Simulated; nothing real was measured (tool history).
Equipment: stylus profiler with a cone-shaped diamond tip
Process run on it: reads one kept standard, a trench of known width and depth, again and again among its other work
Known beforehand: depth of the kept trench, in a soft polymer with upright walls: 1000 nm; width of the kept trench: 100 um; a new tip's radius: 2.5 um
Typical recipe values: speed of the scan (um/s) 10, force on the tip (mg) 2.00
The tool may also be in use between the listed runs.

| run | hour | speed of the scan (um/s) | force on the tip (mg) | depth of the trench (nm) | width of the trench's floor (um) |
|---|---|---|---|---|---|
| 1 | 0.0 | 10 | 2.00 | 1008.07 | 95.67 |
| 2 | 37.8 | 10 | 2.00 | 1008.22 | 95.68 |
| 3 | 79.0 | 10 | 2.00 | 1008.48 | 95.65 |
| 4 | 97.3 | 19 | 2.00 | 1008.63 | 95.59 |
| 5 | 137.5 | 10 | 4.50 | 1013.81 | 95.70 |
| 6 | 170.3 | 10 | 4.50 | 1013.52 | 95.62 |
| 7 | 199.2 | 10 | 4.50 | 1013.91 | 95.56 |
| 8 | 240.0 | 10 | 4.50 | 1014.05 | 95.56 |
| 9 | 268.0 | 10 | 4.50 | 1013.96 | 95.53 |
| 10 | 295.4 | 10 | 3.41 | 1011.88 | 95.54 |
| 11 | 337.4 | 10 | 2.00 | 1009.16 | 95.50 |
| 12 | 366.9 | 10 | 2.00 | 1009.15 | 95.50 |
| 13 | 389.5 | 11 | 2.00 | 1009.31 | 95.45 |
| 14 | 407.9 | 11 | 2.00 | 1009.13 | 95.46 |
| 15 | 432.4 | 11 | 2.00 | 1009.27 | 95.47 |
| 16 | 460.6 | 11 | 5.91 | 1017.05 | 95.48 |
| 17 | 482.7 | 11 | 5.91 | 1017.25 | 95.44 |
| 18 | 520.9 | 11 | 5.91 | 1017.22 | 95.39 |
| 19 | 562.6 | 10 | 2.00 | 1009.39 | 95.45 |
| 20 | 595.7 | 10 | 1.87 | 1009.55 | 95.37 |
| 21 | 613.6 | 10 | 1.87 | 1008.99 | 95.32 |
| 22 | 654.4 | 10 | 1.87 | 1009.30 | 95.33 |
| 23 | 691.0 | 10 | 1.87 | 1009.44 | 95.31 |
| 24 | 732.8 | 10 | 1.87 | 1009.90 | 95.30 |
| 25 | 772.4 | 21 | 1.63 | 1009.02 | 95.24 |
| 26 | 809.7 | 4 | 4.91 | 1016.28 | 95.26 |
| 27 | 845.6 | 4 | 4.91 | 1016.33 | 95.29 |
| 28 | 870.3 | 4 | 1.75 | 1009.42 | 95.23 |
| 29 | 911.2 | 6 | 3.59 | 1013.82 | 95.24 |
| 30 | 938.8 | 24 | 1.08 | 1008.41 | 95.13 |
| 31 | 965.2 | 3 | 0.78 | 1007.42 | 95.20 |
| 32 | 996.4 | 3 | 0.78 | 1007.42 | 95.25 |
| 33 | 1040.0 | 13 | 1.26 | 1005.25 | 95.14 |
| 34 | 1072.9 | 13 | 1.26 | 1005.68 | 95.14 |
| 35 | 1096.4 | 3 | 1.03 | 1004.78 | 95.16 |
| 36 | 1115.7 | 7 | 1.03 | 1005.07 | 95.14 |
| 37 | 1156.4 | 7 | 1.03 | 1004.99 | 95.11 |
| 38 | 1177.8 | 7 | 1.03 | 1005.54 | 95.11 |
| 39 | 1201.7 | 3 | 2.24 | 1008.45 | 95.11 |
| 40 | 1244.0 | 3 | 2.24 | 1008.46 | 95.06 |
| 41 | 1266.5 | 3 | 2.24 | 1008.10 | 95.07 |
| 42 | 1285.1 | 6 | 2.00 | 1008.03 | 95.07 |
| 43 | 1320.0 | 10 | 2.00 | 1008.00 | 95.02 |

Missing from the log above: 1 entry noted between runs. For each, name the pair of listed runs it sits between and say how the tool's hidden condition differs from the listed run just before to the listed run just after:
After run 32, before run 33: height scale calibrated on a step standard (hour 1025.3)
  radius of the tip, um: 3.37 -> 3.39; height scale over the true one, %: 0.354 -> 0.01
  the result without the hidden state subtracted from the measured one, depth of the trench (nm): +3.56 -> +0.10; width of the trench's floor (um): -0.79 -> -0.81
